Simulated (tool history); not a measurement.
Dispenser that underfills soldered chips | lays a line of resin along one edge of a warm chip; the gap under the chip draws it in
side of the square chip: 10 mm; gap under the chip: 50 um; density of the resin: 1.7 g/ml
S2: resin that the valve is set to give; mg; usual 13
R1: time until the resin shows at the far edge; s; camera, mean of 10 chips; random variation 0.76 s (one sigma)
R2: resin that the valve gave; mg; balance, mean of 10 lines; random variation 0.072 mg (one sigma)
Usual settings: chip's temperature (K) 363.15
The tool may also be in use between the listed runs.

run 1 day=0 | chip's_temperature_(K)=363.15 S2=13 | R1=80.8 R2=11.82
run 2 day=0.183 | chip's_temperature_(K)=363.15 S2=13 | R1=89.8 R2=11.68
-- day=0.433 new syringe of resin
run 3 day=0.442 | chip's_temperature_(K)=363.15 S2=16.1 | R1=71 R2=14.53
-- day=0.575 dispensing valve cleaned and set on the balance
run 4 day=0.658 | chip's_temperature_(K)=363.15 S2=12.8 | R1=78.2 R2=12.81
run 5 day=0.879 | chip's_temperature_(K)=363.15 S2=12.8 | R1=90.6 R2=12.73
run 6 day=1.042 | chip's_temperature_(K)=363.15 S2=14 | R1=101.4 R2=13.85
-- day=1.096 new syringe of resin
run 7 day=1.233 | chip's_temperature_(K)=363.15 S2=14 | R1=75.9 R2=13.81
run 8 day=1.45 | chip's_temperature_(K)=363.15 S2=14 | R1=86.5 R2=13.86
run 9 day=1.654 | chip's_temperature_(K)=363.15 S2=14 | R1=98.4 R2=13.85
-- day=1.725 new syringe of resin
run 10 day=1.912 | chip's_temperature_(K)=363.15 S2=14 | R1=80.5 R2=13.61
run 11 day=2.15 | chip's_temperature_(K)=363.15 S2=14 | R1=95 R2=13.69
-- day=2.346 new syringe of resin
run 12 day=2.383 | chip's_temperature_(K)=363.15 S2=13.1 | R1=74.3 R2=12.68
run 13 day=2.5 | chip's_temperature_(K)=363.15 S2=13.1 | R1=79.5 R2=12.67
run 14 day=2.708 | chip's_temperature_(K)=363.15 S2=13.1 | R1=90.4 R2=12.57
run 15 day=2.875 | chip's_temperature_(K)=366.15 S2=13 | R1=93.6 R2=12.55
-- day=2.971 new syringe of resin
run 16 day=3.108 | chip's_temperature_(K)=366.15 S2=11.6 | R1=73.1 R2=11.2
run 17 day=3.342 | chip's_temperature_(K)=366.15 S2=11.4 | R1=87.3 R2=11.05
run 18 day=3.529 | chip's_temperature_(K)=366.15 S2=11.4 | R1=97.2 R2=11.01
-- day=3.596 new syringe of resin
run 19 day=3.712 | chip's_temperature_(K)=376.15 S2=13 | R1=55.1 R2=12.4
run 20 day=3.838 | chip's_temperature_(K)=359.15 S2=14.6 | R1=93.4 R2=13.87
run 21 day=3.95 | chip's_temperature_(K)=359.15 S2=14.6 | R1=98.7 R2=13.89
run 22 day=4.183 | chip's_temperature_(K)=359.15 S2=14.6 | R1=117.8 R2=13.83
-- day=4.221 new syringe of resin
run 23 day=4.342 | chip's_temperature_(K)=359.15 S2=14.6 | R1=85 R2=13.84
run 24 day=4.467 | chip's_temperature_(K)=363.15 S2=11.4 | R1=88.8 R2=10.74
run 25 day=4.7 | chip's_temperature_(K)=349.15 S2=11.1 | R1=150.3 R2=10.36
run 26 day=4.804 | chip's_temperature_(K)=356.15 S2=11.9 | R1=131.8 R2=11.22
-- day=4.858 new syringe of resin
run 27 day=5.05 | chip's_temperature_(K)=374.15 S2=13.4 | R1=61.2 R2=12.49
run 28 day=5.225 | chip's_temperature_(K)=352.15 S2=11.8 | R1=127.5 R2=10.99
run 29 day=5.404 | chip's_temperature_(K)=352.15 S2=11.8 | R1=142.6 R2=10.94
-- day=5.479 new syringe of resin
run 30 day=5.533 | chip's_temperature_(K)=361.15 S2=14.8 | R1=77.7 R2=13.75
run 31 day=5.783 | chip's_temperature_(K)=355.15 S2=14.7 | R1=107.1 R2=13.57
run 32 day=6.038 | chip's_temperature_(K)=355.15 S2=14.7 | R1=128 R2=13.55
-- day=6.112 new syringe of resin
run 33 day=6.175 | chip's_temperature_(K)=356.15 S2=13.5 | R1=89.3 R2=12.43
run 34 day=6.421 | chip's_temperature_(K)=363.15 S2=13.2 | R1=86.7 R2=12.18
run 35 day=6.562 | chip's_temperature_(K)=363.15 S2=13.2 | R1=96.3 R2=12.01
-- day=6.733 new syringe of resin
run 36 day=6.75 | chip's_temperature_(K)=363.15 S2=13.6 | R1=72.5 R2=12.41

3 ways to go on from here, each from the tool as it stands after run 36. What would each give?
run A day=6.954 | chip's_temperature_(K)=378.15 S2=13.5 | R1=? R2=?
run B day=6.954 | chip's_temperature_(K)=362.15 S2=11.5 | R1=? R2=?
run C day=6.954 | chip's_temperature_(K)=363.15 S2=13.6 | R1=? R2=?

run=A R1=57.3 R2=12.28
run=B R1=90.5 R2=10.47
run=C R1=82.7 R2=12.37
Without the tool's hidden state the same runs would have given:
run=A R1=47.9 R2=13.49
run=B R1=74.5 R2=11.5
run=C R1=69.2 R2=13.6

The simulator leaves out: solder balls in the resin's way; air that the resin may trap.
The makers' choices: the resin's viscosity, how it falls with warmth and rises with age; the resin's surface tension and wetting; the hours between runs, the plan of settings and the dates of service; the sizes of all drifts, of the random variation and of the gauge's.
